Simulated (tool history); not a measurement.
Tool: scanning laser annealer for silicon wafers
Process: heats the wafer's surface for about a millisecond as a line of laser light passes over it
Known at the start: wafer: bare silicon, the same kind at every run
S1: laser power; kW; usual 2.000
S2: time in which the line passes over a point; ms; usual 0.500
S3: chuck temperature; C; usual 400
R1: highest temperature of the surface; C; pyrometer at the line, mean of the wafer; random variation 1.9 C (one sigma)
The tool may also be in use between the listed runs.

run	day	S1	S2	S3	R1
1	0.000	2.000	0.500	400	1214
2	0.900	2.000	0.375	400	1110
3	2.129	2.000	0.375	400	1107
4	2.696	2.000	0.375	400	1105
5	3.338	2.000	0.375	400	1110
6	4.300	2.000	0.375	400	1108
# day 5.292: optics aligned, line set to its width
7	5.717	2.000	0.375	400	1116
8	6.346	2.000	0.375	400	1116
9	7.508	2.000	0.375	400	1114
10	8.358	2.000	0.375	400	1113
11	8.988	2.000	0.375	400	1114
12	10.188	2.000	0.500	400	1215
13	11.392	2.000	0.500	400	1217
14	12.504	2.000	0.475	423	1224
15	13.592	2.069	0.373	423	1159
16	14.696	2.000	0.500	378	1194
17	15.308	2.000	0.500	378	1195
18	16.088	2.184	0.451	406	1250
19	16.971	1.818	0.450	400	1100
20	17.771	2.000	0.500	384	1196
21	18.300	2.109	0.576	372	1289
22	19.208	2.109	0.576	372	1287
23	20.388	1.881	0.435	366	1080
24	21.100	1.714	0.594	365	1120
25	22.408	1.939	0.520	408	1209
26	23.083	1.939	0.520	408	1206

Forecast each of these 3 alternatives for the next run:
A	24.058	1.843	0.500	400	?
B	24.058	2.073	0.500	400	?
C	24.058	1.787	0.500	361	?

run	R1
A	1143
B	1237
C	1082
Without the tool's hidden state the same runs would have given:
run	R1
A	1160
B	1257
C	1099

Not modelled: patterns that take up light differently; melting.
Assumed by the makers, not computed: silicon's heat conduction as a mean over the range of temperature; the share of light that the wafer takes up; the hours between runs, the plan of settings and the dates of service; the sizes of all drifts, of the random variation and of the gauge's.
